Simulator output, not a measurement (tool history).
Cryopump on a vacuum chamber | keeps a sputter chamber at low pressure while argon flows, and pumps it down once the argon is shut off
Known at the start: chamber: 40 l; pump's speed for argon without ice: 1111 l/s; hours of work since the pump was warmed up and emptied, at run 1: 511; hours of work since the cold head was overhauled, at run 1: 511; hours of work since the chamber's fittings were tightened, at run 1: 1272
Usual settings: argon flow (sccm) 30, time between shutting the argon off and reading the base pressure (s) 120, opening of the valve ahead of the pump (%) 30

| run | hour | argon flow (sccm) | time between shutting the argon off and reading the base pressure (s) | opening of the valve ahead of the pump (%) | hours of work since the pump was warmed up and emptied | hours of work since the cold head was overhauled | hours of work since the chamber's fittings were tightened | pressure while argon flows (Pa) | pressure after the wait (uPa) |
|---|---|---|---|---|---|---|---|---|---|
| 1 | 0 | 30 | 120 | 30 | 511 | 511 | 1272 | 0.1572 | 0.95 |
| 2 | 25.3 | 17 | 120 | 30 | 533 | 533 | 1294 | 0.0894 | 0.99 |
| 3 | 43.3 | 17 | 120 | 30 | 548 | 548 | 1309 | 0.0896 | 1.03 |
| 4 | 69.4 | 17 | 120 | 30 | 570 | 570 | 1331 | 0.0888 | 1.07 |
| 5 | 92.4 | 17 | 20 | 30 | 589 | 589 | 1351 | 0.0897 | 2.58 |
| 6 | 104.5 | 17 | 20 | 30 | 600 | 600 | 1361 | 0.09 | 2.61 |
| 7 | 123.4 | 17 | 20 | 30 | 616 | 616 | 1377 | 0.0898 | 2.6 |
| 8 | 151.8 | 30 | 120 | 30 | 640 | 640 | 1401 | 0.1585 | 1.04 |
| 9 | 165.1 | 30 | 120 | 30 | 651 | 651 | 1412 | 0.1593 | 1.04 |
| 10 | 188.8 | 30 | 27 | 30 | 671 | 671 | 1432 | 0.1596 | 2.2 |
| 11 | 201.3 | 30 | 120 | 31 | 681 | 681 | 1443 | 0.1538 | 1.05 |
| 12 | 228.6 | 30 | 120 | 31 | 705 | 705 | 1466 | 0.1557 | 1.08 |
| 13 | 252.7 | 30 | 120 | 31 | 725 | 725 | 1486 | 0.156 | 1.1 |
| 14 | 265.8 | 30 | 120 | 31 | 736 | 736 | 1497 | 0.1554 | 1.14 |
| 15 | 294.9 | 30 | 120 | 31 | 761 | 761 | 1522 | 0.155 | 1.09 |
| 16 | 322.6 | 30 | 120 | 44 | 784 | 784 | 1545 | 0.113 | 1.13 |
| 17 | 350.3 | 30 | 120 | 30 | 808 | 808 | 1569 | 0.1615 | 1.18 |
| 18 | 370.5 | 15 | 90 | 30 | 825 | 825 | 1586 | 0.0804 | 1.24 |
| 19 | 383.1 | 18 | 120 | 30 | 835 | 835 | 1596 | 0.0963 | 1.15 |
| 20 | 408.8 | 30 | 121 | 53 | 857 | 857 | 1618 | 0.0965 | 1.16 |
| 21 | 432 | 37 | 53 | 19 | 877 | 877 | 1638 | 0.3085 | 1.62 |
| 22 | 450.2 | 13 | 27 | 35 | 892 | 892 | 1653 | 0.0609 | 2.23 |
| 23 | 466.9 | 13 | 27 | 35 | 906 | 906 | 1667 | 0.0607 | 2.27 |
| 24 | 495.1 | 20 | 120 | 27 | 930 | 930 | 1691 | 0.1201 | 1.16 |
| 25 | 519.9 | 30 | 136 | 30 | 951 | 951 | 1712 | 0.1626 | 1.13 |
| 26 | 545.7 | 30 | 136 | 30 | 973 | 973 | 1734 | 0.1624 | 1.15 |
| 27 | 569.3 | 30 | 136 | 30 | 993 | 993 | 1754 | 0.164 | 1.22 |
| 28 | 590.5 | 19 | 120 | 30 | 1011 | 1011 | 1772 | 0.1035 | 1.2 |
| 29 | 610.2 | 34 | 120 | 30 | 1027 | 1027 | 1788 | 0.1866 | 1.29 |
| 30 | 637.4 | 34 | 120 | 30 | 1050 | 1050 | 1811 | 0.1863 | 1.31 |
| 31 | 665.4 | 48 | 180 | 30 | 1074 | 1074 | 1835 | 0.263 | 1.17 |
| 32 | 680.6 | 30 | 120 | 20 | 1087 | 1087 | 1848 | 0.2409 | 1.3 |
| 33 | 705.9 | 19 | 120 | 29 | 1108 | 1108 | 1869 | 0.1086 | 1.29 |

Forecast each of these 3 alternatives for the next run:
| A | 733.2 | 46 | 51 | 31 | 1131 | 1131 | 1892 | ? | ? |
| B | 733.2 | 15 | 190 | 27 | 1131 | 1131 | 1892 | ? | ? |
| C | 733.2 | 19 | 45 | 29 | 1131 | 1131 | 1892 | ? | ? |

| run | pressure while argon flows (Pa) | pressure after the wait (uPa) |
|---|---|---|
| A | 0.2467 | 1.73 |
| B | 0.0917 | 1.14 |
| C | 0.1077 | 1.82 |
Without the tool's hidden state the same runs would have given:
| run | pressure while argon flows (Pa) | pressure after the wait (uPa) |
|---|---|---|
| A | 0.2255 | 1 |
| B | 0.0847 | 0.42 |
| C | 0.0989 | 1.1 |

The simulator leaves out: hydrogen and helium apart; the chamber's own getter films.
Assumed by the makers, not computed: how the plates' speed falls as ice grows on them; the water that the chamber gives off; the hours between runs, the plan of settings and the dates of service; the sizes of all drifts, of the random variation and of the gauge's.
